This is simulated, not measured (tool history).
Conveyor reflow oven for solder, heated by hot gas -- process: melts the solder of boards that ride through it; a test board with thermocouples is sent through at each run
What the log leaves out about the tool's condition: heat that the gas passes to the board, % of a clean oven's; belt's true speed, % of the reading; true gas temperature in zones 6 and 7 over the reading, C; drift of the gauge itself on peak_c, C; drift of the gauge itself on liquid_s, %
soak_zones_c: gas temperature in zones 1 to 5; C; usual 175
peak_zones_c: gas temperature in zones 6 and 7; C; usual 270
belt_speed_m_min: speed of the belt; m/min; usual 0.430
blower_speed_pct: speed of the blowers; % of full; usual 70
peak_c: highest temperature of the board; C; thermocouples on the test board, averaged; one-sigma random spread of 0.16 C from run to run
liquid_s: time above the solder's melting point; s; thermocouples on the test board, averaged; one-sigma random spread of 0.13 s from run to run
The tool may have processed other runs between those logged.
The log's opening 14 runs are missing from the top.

run   hour  soak_zones_c  peak_zones_c  belt_speed_m_min  blower_speed_pct  hours of work since the flux was cleaned out  hours of work since the belt drive was overhauled  hours of work since the thermocouples were changed  peak_c  liquid_s
 15  119.6           175           270             0.430                82                                           245                                                491                                                 141   260.8      94.1
 16  131.6           175           270             0.430                70                                           251                                                497                                                 147   259.1      91.9
 17  137.0           190           270             0.430                77                                           254                                                500                                                 150   261.7     102.4
 18  148.9           190           270             0.430                77                                           259                                                506                                                 156   261.9     102.4
 19  158.7           190           264             0.401                77                                           264                                                511                                                 161   257.6     107.0
     164.9  -- flux residue cleaned out of gas plates and filters
 20  176.2           190           264             0.426                58                                             6                                                517                                                 167   253.2      96.3
 21  188.9           190           264             0.426                58                                            12                                                523                                                 173   253.0      96.3
 22  195.1           175           274             0.394                60                                            15                                                526                                                 176   262.7     104.0
 23  201.6           175           274             0.394                60                                            18                                                529                                                 180   262.8     103.7
 24  209.4           175           284             0.351                60                                            22                                                533                                                 183   275.0     126.6
 25  219.1           188           273             0.430                70                                            27                                                538                                                 188   263.1     102.0
 26  225.0           181           281             0.373                87                                            30                                                541                                                 191   275.3     121.7
 27  231.3           181           281             0.373                87                                            33                                                544                                                 194   275.4     121.8
 28  242.4           166           270             0.353                64                                            38                                                550                                                 200   261.7     111.4
 29  254.7           173           270             0.513                64                                            44                                                556                                                 206   252.0      68.8
 30  260.9           173           270             0.513                64                                            48                                                559                                                 209   252.0      68.9
 31  269.8           182           261             0.430                70                                            52                                                563                                                 213   251.5      89.8
 32  280.0           182           271             0.430                70                                            57                                                568                                                 218   260.6      96.8

Here are 3 independent what-if runs from the current tool condition. What would each one return?
  A  291.9           182           262             0.430                70                                            63                                                574                                                 224       ?         ?
  B  291.9           175           278             0.418                61                                            63                                                574                                                 224       ?         ?
  C  291.9           188           270             0.445                70                                            63                                                574                                                 224       ?         ?

run  peak_c  liquid_s
  A   252.5      90.5
  B   265.1      99.0
  C   259.8      96.1
Stripped of hidden state, with their random variation kept, the same runs would have yielded:
run  peak_c  liquid_s
  A   252.5      90.5
  B   265.1      99.0
  C   259.8      96.1
